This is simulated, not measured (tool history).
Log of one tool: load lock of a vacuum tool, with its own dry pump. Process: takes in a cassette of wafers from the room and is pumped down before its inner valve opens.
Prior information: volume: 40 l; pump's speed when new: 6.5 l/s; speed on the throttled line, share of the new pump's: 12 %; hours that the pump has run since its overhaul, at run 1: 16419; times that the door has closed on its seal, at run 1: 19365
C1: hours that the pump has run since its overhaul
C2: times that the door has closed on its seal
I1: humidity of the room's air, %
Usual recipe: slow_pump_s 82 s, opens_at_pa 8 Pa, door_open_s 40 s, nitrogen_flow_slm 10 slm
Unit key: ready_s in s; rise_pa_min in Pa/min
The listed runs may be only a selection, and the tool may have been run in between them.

Run 1, hour 0: usual settings; C1 16419; C2 19365; I1 45.5. Result: ready_s 140.3 s, rise_pa_min 0.541 Pa/min.
Run 2, hour 222.4: usual settings; C1 16642; C2 20385; I1 45.5. Result: ready_s 139.3 s, rise_pa_min 0.593 Pa/min.
At hour 535.2: door's seal changed, seat wiped.
Run 3, hour 603.2: usual settings; C1 17021; C2 312; I1 44.8. Result: ready_s 138.7 s, rise_pa_min 0.029 Pa/min.
Run 4, hour 1006.1: usual settings; C1 17424; C2 2161; I1 46. Result: ready_s 138.5 s, rise_pa_min 0.049 Pa/min.
Run 5, hour 1311.6: usual settings; C1 17729; C2 3562; I1 44.4. Result: ready_s 139.9 s, rise_pa_min 0.062 Pa/min.
Run 6, hour 1585: usual settings; C1 18003; C2 4817; I1 39.3. Result: ready_s 140.2 s, rise_pa_min 0.083 Pa/min.
Run 7, hour 1999.5: usual settings; C1 18417; C2 6719; I1 44.4. Result: ready_s 140.8 s, rise_pa_min 0.115 Pa/min.
Run 8, hour 2353.1: usual settings; C1 18771; C2 8342; I1 44.2. Result: ready_s 140.5 s, rise_pa_min 0.161 Pa/min.
Run 9, hour 2658.8: usual settings; C1 19077; C2 9744; I1 43.4. Result: ready_s 143.2 s, rise_pa_min 0.193 Pa/min.
Run 10, hour 3092.2: usual settings; C1 19510; C2 11733; I1 44.7. Result: ready_s 143.2 s, rise_pa_min 0.248 Pa/min.
Run 11, hour 3439.4: usual settings but nitrogen_flow_slm 23 slm; C1 19857; C2 13326; I1 45.6. Result: ready_s 141.1 s, rise_pa_min 0.297 Pa/min.
Run 12, hour 3886.5: usual settings but door_open_s 75 s, nitrogen_flow_slm 23 slm; C1 20304; C2 15377; I1 43.5. Result: ready_s 141.8 s, rise_pa_min 0.368 Pa/min.
Run 13, hour 4228.4: usual settings but door_open_s 75 s, nitrogen_flow_slm 23 slm; C1 20646; C2 16946; I1 43.8. Result: ready_s 142.6 s, rise_pa_min 0.427 Pa/min.
Run 14, hour 4483.6: usual settings but nitrogen_flow_slm 13 slm; C1 20901; C2 18117; I1 45.3. Result: ready_s 142.5 s, rise_pa_min 0.479 Pa/min.
Run 15, hour 4774.4: usual settings but nitrogen_flow_slm 13 slm; C1 21192; C2 19451; I1 45.6. Result: ready_s 141.9 s, rise_pa_min 0.507 Pa/min.
Run 16, hour 4980.9: usual settings but nitrogen_flow_slm 13 slm; C1 21399; C2 20399; I1 42.6. Result: ready_s 142.6 s, rise_pa_min 0.58 Pa/min.
At hour 5311.5: door's seal changed, seat wiped.
Run 17, hour 5311.5: usual settings but opens_at_pa 11 Pa; C1 21728; C2 0; I1 42.1. Result: ready_s 140.7 s, rise_pa_min 0.023 Pa/min.
At hour 5522.8: dry pump taken out, an overhauled one fitted.
Run 18, hour 5691.5: usual settings but slow_pump_s 42 s; C1 169; C2 1715; I1 44.1. Result: ready_s 94.6 s, rise_pa_min 0.041 Pa/min.
Run 19, hour 5956.3: usual settings but slow_pump_s 42 s; C1 433; C2 2930; I1 42. Result: ready_s 95.6 s, rise_pa_min 0.054 Pa/min.
Run 20, hour 6173.4: usual settings but slow_pump_s 42 s; C1 651; C2 3927; I1 45. Result: ready_s 95.6 s, rise_pa_min 0.068 Pa/min.
Run 21, hour 6610.3: usual settings but slow_pump_s 42 s; C1 1087; C2 5931; I1 48.1. Result: ready_s 95.5 s, rise_pa_min 0.108 Pa/min.
Run 22, hour 7051.2: usual settings but slow_pump_s 42 s, door_open_s 104 s, nitrogen_flow_slm 17 slm; C1 1528; C2 7954; I1 41.3. Result: ready_s 95.2 s, rise_pa_min 0.147 Pa/min.
Run 23, hour 7367.5: usual settings but slow_pump_s 119 s, opens_at_pa 9 Pa, door_open_s 183 s, nitrogen_flow_slm 32 slm; C1 1845; C2 9406; I1 43.5. Result: ready_s 162.6 s, rise_pa_min 0.186 Pa/min.
Run 24, hour 7773.2: usual settings but slow_pump_s 119 s, opens_at_pa 9 Pa, door_open_s 183 s, nitrogen_flow_slm 32 slm; C1 2250; C2 11268; I1 46. Result: ready_s 163 s, rise_pa_min 0.234 Pa/min.
Run 25, hour 8226.5: usual settings but slow_pump_s 137 s; C1 2704; C2 13347; I1 44.1. Result: ready_s 179.3 s, rise_pa_min 0.298 Pa/min.
Run 26, hour 8540.6: usual settings but slow_pump_s 159 s, opens_at_pa 15 Pa, door_open_s 42 s, nitrogen_flow_slm 28 slm; C1 3018; C2 14789; I1 45.5. Result: ready_s 194.7 s, rise_pa_min 0.342 Pa/min.
Run 27, hour 8921.2: usual settings but slow_pump_s 159 s, opens_at_pa 15 Pa, door_open_s 42 s, nitrogen_flow_slm 28 slm; C1 3398; C2 16535; I1 43.5. Result: ready_s 193.3 s, rise_pa_min 0.399 Pa/min.
Run 28, hour 9287.1: usual settings but slow_pump_s 159 s, opens_at_pa 15 Pa, door_open_s 42 s, nitrogen_flow_slm 28 slm; C1 3764; C2 18214; I1 43.2. Result: ready_s 195.6 s, rise_pa_min 0.473 Pa/min.
Run 29, hour 9549: usual settings but door_open_s 72 s, nitrogen_flow_slm 20 slm; C1 4026; C2 19416; I1 47.2. Result: ready_s 131.2 s, rise_pa_min 0.542 Pa/min.
Run 30, hour 9829.9: usual settings but door_open_s 63 s; C1 4307; C2 20705; I1 45.5. Result: ready_s 132.1 s, rise_pa_min 0.605 Pa/min.
At hour 10091.7: door's seal changed, seat wiped.
Run 31, hour 10230.2: usual settings but door_open_s 63 s; C1 4706; C2 636; I1 48.3. Result: ready_s 132 s, rise_pa_min 0.035 Pa/min.
Run 32, hour 10575.1: usual settings but slow_pump_s 97 s, opens_at_pa 10 Pa, door_open_s 33 s; C1 5051; C2 2218; I1 43.5. Result: ready_s 144 s, rise_pa_min 0.044 Pa/min.
Run 33, hour 10811.7: usual settings but slow_pump_s 97 s, opens_at_pa 10 Pa, door_open_s 33 s; C1 5287; C2 3304; I1 44.8. Result: ready_s 144.9 s, rise_pa_min 0.057 Pa/min.
Run 34, hour 11274.7: usual settings but slow_pump_s 97 s, opens_at_pa 10 Pa, door_open_s 33 s; C1 5750; C2 5428; I1 45.2. Result: ready_s 144.9 s, rise_pa_min 0.092 Pa/min.
Run 35, hour 11533.7: usual settings but slow_pump_s 97 s, opens_at_pa 10 Pa, door_open_s 33 s; C1 6009; C2 6617; I1 42.1. Result: ready_s 144.6 s, rise_pa_min 0.104 Pa/min.
Run 36, hour 11936.4: usual settings but slow_pump_s 94 s, opens_at_pa 14 Pa, door_open_s 138 s, nitrogen_flow_slm 31 slm; C1 6412; C2 8465; I1 45.8. Result: ready_s 139.5 s, rise_pa_min 0.157 Pa/min.

What if the next run were any one of these 5? Each begins from the tool's condition after run 36:
Run A, hour 12228: usual settings but slow_pump_s 70 s, opens_at_pa 12 Pa, nitrogen_flow_slm 9 slm; C1 6704; C2 9803; I1 44.9. Result: ready_s ?, rise_pa_min ?.
Run B, hour 12228: usual settings but slow_pump_s 146 s, opens_at_pa 10 Pa, nitrogen_flow_slm 7 slm; C1 6704; C2 9803; I1 45.4. Result: ready_s ?, rise_pa_min ?.
Run C, hour 12228: usual settings but slow_pump_s 137 s, opens_at_pa 12 Pa, door_open_s 50 s, nitrogen_flow_slm 31 slm; C1 6704; C2 9803; I1 48. Result: ready_s ?, rise_pa_min ?.
Run D, hour 12228: usual settings but slow_pump_s 94 s, opens_at_pa 9 Pa, door_open_s 138 s, nitrogen_flow_slm 31 slm; C1 6704; C2 9803; I1 42.1. Result: ready_s ?, rise_pa_min ?.
Run E, hour 12228: usual settings but slow_pump_s 60 s, opens_at_pa 13 Pa, door_open_s 138 s, nitrogen_flow_slm 31 slm; C1 6704; C2 9803; I1 41.4. Result: ready_s ?, rise_pa_min ?.

run  ready_s  rise_pa_min
  A    119.6        0.187
  B    187.5        0.194
  C    178.3        0.174
  D    143.5        0.186
  E    112.1        0.185
With the hidden condition removed and each run's random variation left untouched, the same runs would have given:
run  ready_s  rise_pa_min
  A    116.8        0.024
  B    185.2         0.03
  C      176        0.014
  D    140.7        0.026
  E    109.2        0.023
